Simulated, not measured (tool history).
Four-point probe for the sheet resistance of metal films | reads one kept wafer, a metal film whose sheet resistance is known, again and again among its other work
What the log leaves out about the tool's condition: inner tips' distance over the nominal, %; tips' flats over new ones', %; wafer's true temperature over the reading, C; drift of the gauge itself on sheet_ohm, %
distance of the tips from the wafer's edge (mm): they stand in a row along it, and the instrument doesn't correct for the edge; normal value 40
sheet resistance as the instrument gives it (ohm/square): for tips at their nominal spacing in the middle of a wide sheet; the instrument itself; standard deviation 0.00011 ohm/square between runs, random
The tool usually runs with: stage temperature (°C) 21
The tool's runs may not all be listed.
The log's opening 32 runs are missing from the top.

| run | hour | stage temperature (°C) | distance of the tips from the wafer's edge (mm) | touches since the probe head was changed | hours of work since the stage's thermometer was calibrated | sheet resistance as the instrument gives it (ohm/square) |
|---|---|---|---|---|---|---|
| 33 | 3030.9 | 20 | 12 | 20871 | 405 | 0.572322 |
| 34 | 3105.7 | 20 | 7 | 22700 | 442 | 0.576330 |
| 35 | 3205.0 | 20 | 7 | 25127 | 491 | 0.576225 |
| 36 | 3333.4 | 20 | 7 | 28269 | 554 | 0.576270 |
| 37 | 3402.7 | 20 | 7 | 29963 | 588 | 0.576149 |
| 38 | 3460.9 | 27 | 16 | 31389 | 617 | 0.567542 |
| 39 | 3552.2 | 27 | 16 | 33620 | 662 | 0.567435 |
| 40 | 3690.3 | 34 | 4 | 36998 | 730 | 0.581087 |
| 41 | 3781.1 | 21 | 52 | 39219 | 774 | 0.569086 |
| 42 | 3920.4 | 29 | 5 | 42627 | 843 | 0.576858 |
| 43 | 4039.5 | 29 | 59 | 45541 | 901 | 0.564717 |
| 44 | 4123.1 | 18 | 71 | 47586 | 943 | 0.570329 |
| 45 | 4189.2 | 29 | 75 | 49203 | 975 | 0.564781 |

Each row is a separate what-if for the run after 45, all from the same tool condition, not one after another. Results?
| A | 4252.1 | 20 | 23 | 50741 | 1006 | ? |
| B | 4252.1 | 23 | 6 | 50741 | 1006 | ? |
| C | 4252.1 | 21 | 75 | 50741 | 1006 | ? |

| run | sheet resistance as the instrument gives it (ohm/square) |
|---|---|
| A | 0.569931 |
| B | 0.576131 |
| C | 0.569032 |
With no hidden state in the tool, these same runs would have given:
| run | sheet resistance as the instrument gives it (ohm/square) |
|---|---|
| A | 0.571312 |
| B | 0.577527 |
| C | 0.570412 |

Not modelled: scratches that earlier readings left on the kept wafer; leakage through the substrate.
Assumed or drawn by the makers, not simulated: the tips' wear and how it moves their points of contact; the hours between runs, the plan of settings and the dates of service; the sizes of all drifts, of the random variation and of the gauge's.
